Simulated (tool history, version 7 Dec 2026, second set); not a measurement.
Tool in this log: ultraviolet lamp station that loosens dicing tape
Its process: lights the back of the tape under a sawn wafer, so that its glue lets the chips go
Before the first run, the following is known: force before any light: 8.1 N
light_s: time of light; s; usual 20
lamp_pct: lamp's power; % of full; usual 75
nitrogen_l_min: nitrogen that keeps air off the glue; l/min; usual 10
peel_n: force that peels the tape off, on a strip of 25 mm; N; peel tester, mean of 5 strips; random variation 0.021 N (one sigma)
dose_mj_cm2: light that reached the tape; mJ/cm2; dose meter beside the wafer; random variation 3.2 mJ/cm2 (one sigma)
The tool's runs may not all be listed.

run 1 hour=0.0 | light_s=20 lamp_pct=75 nitrogen_l_min=10 | peel_n=2.026 dose_mj_cm2=329
run 2 hour=50.3 | light_s=20 lamp_pct=75 nitrogen_l_min=10 | peel_n=1.985 dose_mj_cm2=320
-- hour=57.5 lamp changed
run 3 hour=106.3 | light_s=20 lamp_pct=75 nitrogen_l_min=10 | peel_n=1.261 dose_mj_cm2=454
run 4 hour=166.2 | light_s=20 lamp_pct=75 nitrogen_l_min=10 | peel_n=1.173 dose_mj_cm2=453
-- hour=221.2 window cleaned of glue's vapour
run 5 hour=251.0 | light_s=20 lamp_pct=75 nitrogen_l_min=10 | peel_n=1.133 dose_mj_cm2=475
run 6 hour=321.9 | light_s=20 lamp_pct=75 nitrogen_l_min=10 | peel_n=1.163 dose_mj_cm2=462
run 7 hour=393.2 | light_s=20 lamp_pct=75 nitrogen_l_min=10 | peel_n=1.180 dose_mj_cm2=458
run 8 hour=484.9 | light_s=20 lamp_pct=75 nitrogen_l_min=10 | peel_n=1.243 dose_mj_cm2=445
run 9 hour=568.0 | light_s=20 lamp_pct=75 nitrogen_l_min=10 | peel_n=1.269 dose_mj_cm2=437
run 10 hour=611.0 | light_s=20 lamp_pct=75 nitrogen_l_min=10 | peel_n=1.361 dose_mj_cm2=433
run 11 hour=674.4 | light_s=20 lamp_pct=75 nitrogen_l_min=10 | peel_n=1.340 dose_mj_cm2=422
-- hour=702.2 window cleaned of glue's vapour
run 12 hour=724.8 | light_s=20 lamp_pct=75 nitrogen_l_min=10 | peel_n=1.190 dose_mj_cm2=457
run 13 hour=771.7 | light_s=20 lamp_pct=75 nitrogen_l_min=10 | peel_n=1.239 dose_mj_cm2=450
run 14 hour=845.6 | light_s=20 lamp_pct=93 nitrogen_l_min=7 | peel_n=1.153 dose_mj_cm2=545
run 15 hour=927.8 | light_s=15 lamp_pct=68 nitrogen_l_min=14 | peel_n=1.941 dose_mj_cm2=291
run 16 hour=1016.8 | light_s=12 lamp_pct=63 nitrogen_l_min=17 | peel_n=2.776 dose_mj_cm2=215
run 17 hour=1100.5 | light_s=32 lamp_pct=80 nitrogen_l_min=5 | peel_n=0.911 dose_mj_cm2=698
run 18 hour=1154.1 | light_s=32 lamp_pct=80 nitrogen_l_min=5 | peel_n=0.938 dose_mj_cm2=688
-- hour=1182.2 window cleaned of glue's vapour
run 19 hour=1196.3 | light_s=40 lamp_pct=68 nitrogen_l_min=19 | peel_n=0.298 dose_mj_cm2=782
run 20 hour=1271.1 | light_s=40 lamp_pct=68 nitrogen_l_min=19 | peel_n=0.299 dose_mj_cm2=767
run 21 hour=1363.1 | light_s=40 lamp_pct=68 nitrogen_l_min=19 | peel_n=0.301 dose_mj_cm2=743
run 22 hour=1441.3 | light_s=40 lamp_pct=62 nitrogen_l_min=10 | peel_n=0.579 dose_mj_cm2=663
run 23 hour=1519.5 | light_s=40 lamp_pct=62 nitrogen_l_min=10 | peel_n=0.607 dose_mj_cm2=654
run 24 hour=1612.0 | light_s=40 lamp_pct=62 nitrogen_l_min=10 | peel_n=0.615 dose_mj_cm2=633
-- hour=1659.0 window cleaned of glue's vapour
run 25 hour=1660.6 | light_s=40 lamp_pct=62 nitrogen_l_min=10 | peel_n=0.562 dose_mj_cm2=682

Below are 4 alternative next runs, each starting from the tool's condition after run 25. Predict each:
run A hour=1748.7 | light_s=40 lamp_pct=95 nitrogen_l_min=5 | peel_n=? dose_mj_cm2=?
run B hour=1748.7 | light_s=11 lamp_pct=78 nitrogen_l_min=18 | peel_n=? dose_mj_cm2=?
run C hour=1748.7 | light_s=40 lamp_pct=98 nitrogen_l_min=4 | peel_n=? dose_mj_cm2=?
run D hour=1748.7 | light_s=19 lamp_pct=76 nitrogen_l_min=3 | peel_n=? dose_mj_cm2=?

run=A peel_n=0.428 dose_mj_cm2=1015
run=B peel_n=2.438 dose_mj_cm2=225
run=C peel_n=0.481 dose_mj_cm2=1044
run=D peel_n=2.909 dose_mj_cm2=385
The same runs, with their run-to-run variation unchanged, on a tool lacking any hidden condition would have given:
run=A peel_n=0.286 dose_mj_cm2=1256
run=B peel_n=1.855 dose_mj_cm2=279
run=C peel_n=0.316 dose_mj_cm2=1293
run=D peel_n=2.303 dose_mj_cm2=477
